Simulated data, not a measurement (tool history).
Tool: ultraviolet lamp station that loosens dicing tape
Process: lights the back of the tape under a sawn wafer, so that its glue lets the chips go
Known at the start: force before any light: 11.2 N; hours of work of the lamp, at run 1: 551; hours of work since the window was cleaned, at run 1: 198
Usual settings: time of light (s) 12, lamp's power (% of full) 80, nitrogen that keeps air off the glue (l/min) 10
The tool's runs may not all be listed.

run,hour,time of light (s),lamp's power (% of full),nitrogen that keeps air off the glue (l/min),hours of work of the lamp,hours of work since the window was cleaned,force that peels the tape off (N),light that reached the tape (J/m2)
1,0.0,12,80,10,551,198,1.849,3690
2,23.2,12,80,10,564,210,1.907,3680
3,42.9,12,88,10,574,220,1.633,4030
4,57.2,12,80,10,582,228,1.963,3650
5,75.3,7,80,10,591,237,3.997,2150
6,90.8,7,80,10,599,245,4.076,2100
# hour 103.7: window cleaned of glue's vapour
7,107.6,12,80,10,608,2,1.698,4070
8,135.4,12,80,3,622,17,3.405,4030
9,159.5,12,80,9,635,29,1.722,4030
10,181.8,12,80,10,647,41,1.734,4000
11,210.1,9,80,18,662,56,2.051,2950
12,235.4,8,80,7,675,69,3.714,2630
13,249.3,9,86,4,682,77,3.941,3110
14,283.3,9,60,15,700,94,3.441,2130
15,309.4,8,69,10,714,108,3.936,2160
16,334.3,12,73,10,727,121,2.186,3420
17,353.9,7,83,14,737,132,3.374,2240
18,368.6,7,83,17,745,139,3.109,2220
19,384.5,7,83,17,753,148,3.139,2210
20,400.9,7,83,17,762,156,3.149,2180

Forecast each of these 4 alternatives for the next run:
A,425.1,7,61,17,775,169,?,?
B,425.1,7,77,17,775,169,?,?
C,425.1,17,80,10,775,169,?,?
D,425.1,12,64,10,775,169,?,?

run,force that peels the tape off (N),light that reached the tape (J/m2)
A,4.412,1640
B,3.505,2020
C,1.047,5090
D,2.818,2910
Without the tool's hidden state the same runs would have given:
run,force that peels the tape off (N),light that reached the tape (J/m2)
A,3.251,2170
B,2.394,2690
C,0.528,6800
D,1.803,3880
